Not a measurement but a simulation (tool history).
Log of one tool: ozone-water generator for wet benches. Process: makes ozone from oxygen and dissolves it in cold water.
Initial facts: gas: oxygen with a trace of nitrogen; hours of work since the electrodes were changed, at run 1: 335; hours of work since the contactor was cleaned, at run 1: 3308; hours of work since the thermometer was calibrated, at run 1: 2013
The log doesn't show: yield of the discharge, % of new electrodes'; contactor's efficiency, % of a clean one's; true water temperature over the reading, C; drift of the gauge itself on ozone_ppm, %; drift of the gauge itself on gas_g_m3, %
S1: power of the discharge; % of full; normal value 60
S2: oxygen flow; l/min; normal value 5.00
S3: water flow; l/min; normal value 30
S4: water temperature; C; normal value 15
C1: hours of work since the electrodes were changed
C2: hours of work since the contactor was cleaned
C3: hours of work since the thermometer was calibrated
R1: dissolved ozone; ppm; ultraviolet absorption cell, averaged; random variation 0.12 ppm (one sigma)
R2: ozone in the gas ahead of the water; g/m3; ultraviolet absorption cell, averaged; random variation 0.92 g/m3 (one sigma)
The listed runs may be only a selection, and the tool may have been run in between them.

run,day,S1,S2,S3,S4,C1,C2,C3,R1,R2
1,0.000,60,5.00,30,15,335,3308,2013,11.7,153.9
2,0.988,60,5.00,30,15,351,3324,2029,11.6,151.5
3,1.600,60,5.00,30,15,361,3334,2039,11.5,152.2
4,2.321,60,5.00,30,15,373,3346,2051,11.8,153.4
5,3.362,60,5.00,30,15,390,3364,2068,11.6,152.9
6,3.971,60,5.00,30,15,401,3374,2078,11.7,153.6
7,5.058,60,5.00,30,15,419,3392,2096,11.7,152.8
8,6.250,60,5.00,30,15,438,3411,2116,11.8,154.2
9,7.300,60,5.00,30,15,456,3429,2134,11.7,152.5
10,8.188,60,5.00,30,15,470,3443,2148,11.5,152.4
11,8.975,100,3.29,30,22,483,3457,2161,14.5,269.4
12,10.171,51,5.00,20,15,503,3476,2181,15.4,134.1
13,10.850,51,5.23,20,15,514,3488,2192,15.4,130.8
14,11.396,92,5.00,30,9,524,3497,2201,17.2,210.6
15,12.054,63,5.00,23,15,534,3508,2212,15.8,156.5
16,12.717,63,5.00,23,15,545,3518,2223,16.0,158.1
17,13.625,52,5.00,23,19,560,3534,2238,13.1,135.1

Predict each of these 5 candidate next runs independently; none follows another, all start after run 17:
A,14.525,64,4.27,28,15,575,3548,2253,?,?
B,14.525,45,5.49,30,18,575,3548,2253,?,?
C,14.525,53,5.00,25,20,575,3548,2253,?,?
D,14.525,60,5.81,31,7,575,3548,2253,?,?
E,14.525,64,6.69,23,11,575,3548,2253,?,?

run,R1,R2
A,12.7,168.9
B,9.4,117.0
C,11.9,136.7
D,12.4,141.9
E,17.8,138.5
Stripped of hidden state, with their random variation kept, the same runs would have yielded:
run,R1,R2
A,12.7,172.1
B,9.4,119.2
C,11.9,139.3
D,12.4,144.6
E,17.9,141.1

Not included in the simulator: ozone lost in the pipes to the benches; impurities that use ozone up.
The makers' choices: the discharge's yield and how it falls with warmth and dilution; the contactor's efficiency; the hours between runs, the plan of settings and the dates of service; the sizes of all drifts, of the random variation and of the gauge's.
